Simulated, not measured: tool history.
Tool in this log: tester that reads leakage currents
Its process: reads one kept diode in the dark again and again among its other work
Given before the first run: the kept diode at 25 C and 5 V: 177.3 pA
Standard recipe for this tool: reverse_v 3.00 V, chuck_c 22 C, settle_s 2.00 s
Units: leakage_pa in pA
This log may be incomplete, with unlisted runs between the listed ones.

run 1 hour=0.0 | reverse_v=3.00 chuck_c=22 settle_s=2.00 | leakage_pa=97.97
run 2 hour=53.9 | reverse_v=3.00 chuck_c=22 settle_s=2.00 | leakage_pa=97.27
run 3 hour=125.9 | reverse_v=3.00 chuck_c=22 settle_s=2.00 | leakage_pa=98.03
run 4 hour=199.7 | reverse_v=18.17 chuck_c=22 settle_s=2.00 | leakage_pa=289.73
run 5 hour=238.9 | reverse_v=3.00 chuck_c=22 settle_s=2.00 | leakage_pa=97.65
run 6 hour=281.7 | reverse_v=3.00 chuck_c=37 settle_s=2.00 | leakage_pa=377.77
run 7 hour=348.5 | reverse_v=3.00 chuck_c=37 settle_s=2.00 | leakage_pa=375.95
run 8 hour=384.2 | reverse_v=3.00 chuck_c=37 settle_s=2.00 | leakage_pa=376.35
run 9 hour=451.7 | reverse_v=3.00 chuck_c=37 settle_s=2.31 | leakage_pa=378.14
run 10 hour=508.5 | reverse_v=3.00 chuck_c=37 settle_s=2.31 | leakage_pa=374.82
run 11 hour=556.7 | reverse_v=1.77 chuck_c=36 settle_s=2.00 | leakage_pa=253.73
run 12 hour=590.2 | reverse_v=1.39 chuck_c=23 settle_s=2.00 | leakage_pa=67.87
run 13 hour=632.3 | reverse_v=1.39 chuck_c=23 settle_s=2.00 | leakage_pa=67.75
run 14 hour=702.9 | reverse_v=2.66 chuck_c=23 settle_s=8.65 | leakage_pa=99.47
run 15 hour=768.3 | reverse_v=2.47 chuck_c=41 settle_s=2.47 | leakage_pa=473.79
run 16 hour=799.4 | reverse_v=1.25 chuck_c=22 settle_s=0.68 | leakage_pa=58.70
-- hour=808.4 chuck's temperature calibrated
run 17 hour=849.2 | reverse_v=8.64 chuck_c=22 settle_s=1.04 | leakage_pa=202.65
run 18 hour=888.1 | reverse_v=3.65 chuck_c=22 settle_s=2.67 | leakage_pa=119.75
run 19 hour=919.2 | reverse_v=3.65 chuck_c=22 settle_s=2.67 | leakage_pa=119.94
run 20 hour=954.5 | reverse_v=3.65 chuck_c=22 settle_s=2.67 | leakage_pa=120.18

How would selected steps in leakage_pa from run to run divide? Give the signed amount a tool lacking its hidden state would still show from settings, what came in and random variation, and the signed amount left for the hidden state, including any gauge scatter that is not in both of the compared results.
The tool's hidden condition here consists of: stray current of the dirty probe card, pA a volt; current scale over the true one, %; true chuck temperature over the reading, C; drift of the gauge itself on leakage_pa, %.
Run 14 -> 15: reverse_v 2.66 -> 2.47, chuck_c 23 -> 41, settle_s 8.65 -> 2.47. leakage_pa +374.32 pA: hidden state -26.08, all else +400.40.
Run 15 -> 16: reverse_v 2.47 -> 1.25, chuck_c 41 -> 22, settle_s 2.47 -> 0.68. leakage_pa -415.09 pA: hidden state +26.61, all else -441.70.
